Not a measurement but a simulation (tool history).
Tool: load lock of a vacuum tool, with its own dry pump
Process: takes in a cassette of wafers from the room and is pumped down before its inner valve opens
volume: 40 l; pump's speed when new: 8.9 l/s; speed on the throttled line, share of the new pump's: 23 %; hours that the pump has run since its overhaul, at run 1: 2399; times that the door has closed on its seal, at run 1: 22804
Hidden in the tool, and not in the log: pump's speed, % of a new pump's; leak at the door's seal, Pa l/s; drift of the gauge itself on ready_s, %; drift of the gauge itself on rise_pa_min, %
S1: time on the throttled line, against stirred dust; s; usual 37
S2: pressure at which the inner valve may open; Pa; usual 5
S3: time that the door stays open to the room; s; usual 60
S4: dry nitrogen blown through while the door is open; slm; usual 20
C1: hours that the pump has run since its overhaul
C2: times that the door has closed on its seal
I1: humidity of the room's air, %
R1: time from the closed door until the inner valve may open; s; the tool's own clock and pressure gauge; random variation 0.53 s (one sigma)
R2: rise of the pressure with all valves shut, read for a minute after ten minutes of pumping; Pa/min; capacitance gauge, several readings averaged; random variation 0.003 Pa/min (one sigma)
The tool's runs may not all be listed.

{"run": 1, "day": 0.0, "S1": 37, "S2": 5, "S3": 60, "S4": 20, "C1": 2399, "C2": 22804, "I1": 45.9, "R1": 72.9, "R2": 0.403}
{"run": 2, "day": 2.775, "S1": 41, "S2": 5, "S3": 60, "S4": 20, "C1": 2466, "C2": 22981, "I1": 48.4, "R1": 76.7, "R2": 0.407}
{"run": 3, "day": 7.312, "S1": 41, "S2": 5, "S3": 60, "S4": 20, "C1": 2575, "C2": 23269, "I1": 46.5, "R1": 77.6, "R2": 0.407}
{"run": 4, "day": 11.388, "S1": 37, "S2": 5, "S3": 60, "S4": 20, "C1": 2673, "C2": 23528, "I1": 48.1, "R1": 74.7, "R2": 0.425}
{"run": 5, "day": 14.862, "S1": 37, "S2": 5, "S3": 142, "S4": 20, "C1": 2756, "C2": 23750, "I1": 49.8, "R1": 72.7, "R2": 0.442}
{"run": 6, "day": 19.146, "S1": 37, "S2": 5, "S3": 60, "S4": 6, "C1": 2859, "C2": 24022, "I1": 47.1, "R1": 73.8, "R2": 0.445}
{"run": 7, "day": 23.567, "S1": 37, "S2": 5, "S3": 60, "S4": 6, "C1": 2965, "C2": 24303, "I1": 43.5, "R1": 73.8, "R2": 0.446}
{"run": 8, "day": 28.088, "S1": 37, "S2": 7, "S3": 52, "S4": 20, "C1": 3074, "C2": 24591, "I1": 46.1, "R1": 73.1, "R2": 0.441}
{"run": 9, "day": 31.375, "S1": 38, "S2": 10, "S3": 55, "S4": 31, "C1": 3152, "C2": 24800, "I1": 44.7, "R1": 71.5, "R2": 0.429}
{"run": 10, "day": 34.208, "S1": 20, "S2": 5, "S3": 60, "S4": 14, "C1": 3220, "C2": 24980, "I1": 45.9, "R1": 61.8, "R2": 0.456}
{"run": 11, "day": 37.746, "S1": 37, "S2": 5, "S3": 36, "S4": 6, "C1": 3305, "C2": 25205, "I1": 48.9, "R1": 74.1, "R2": 0.465}
{"run": 12, "day": 42.55, "S1": 37, "S2": 5, "S3": 36, "S4": 6, "C1": 3421, "C2": 25511, "I1": 43.5, "R1": 75, "R2": 0.479}

3 ways to go on from here, each from the tool as it stands after run 12. What would each give?
{"run": "A", "day": 45.383, "S1": 37, "S2": 5, "S3": 36, "S4": 5, "C1": 3489, "C2": 25691, "I1": 42.8, "R1": "?", "R2": "?"}
{"run": "B", "day": 45.383, "S1": 53, "S2": 5, "S3": 36, "S4": 10, "C1": 3489, "C2": 25691, "I1": 46.8, "R1": "?", "R2": "?"}
{"run": "C", "day": 45.383, "S1": 37, "S2": 6, "S3": 131, "S4": 7, "C1": 3489, "C2": 25691, "I1": 44.6, "R1": "?", "R2": "?"}

run=A R1=73.4 R2=0.486
run=B R1=86.9 R2=0.476
run=C R1=74 R2=0.497
Without the tool's hidden state the same runs would have given:
run=A R1=72.4 R2=0.05
run=B R1=86 R2=0.049
run=C R1=72.9 R2=0.071

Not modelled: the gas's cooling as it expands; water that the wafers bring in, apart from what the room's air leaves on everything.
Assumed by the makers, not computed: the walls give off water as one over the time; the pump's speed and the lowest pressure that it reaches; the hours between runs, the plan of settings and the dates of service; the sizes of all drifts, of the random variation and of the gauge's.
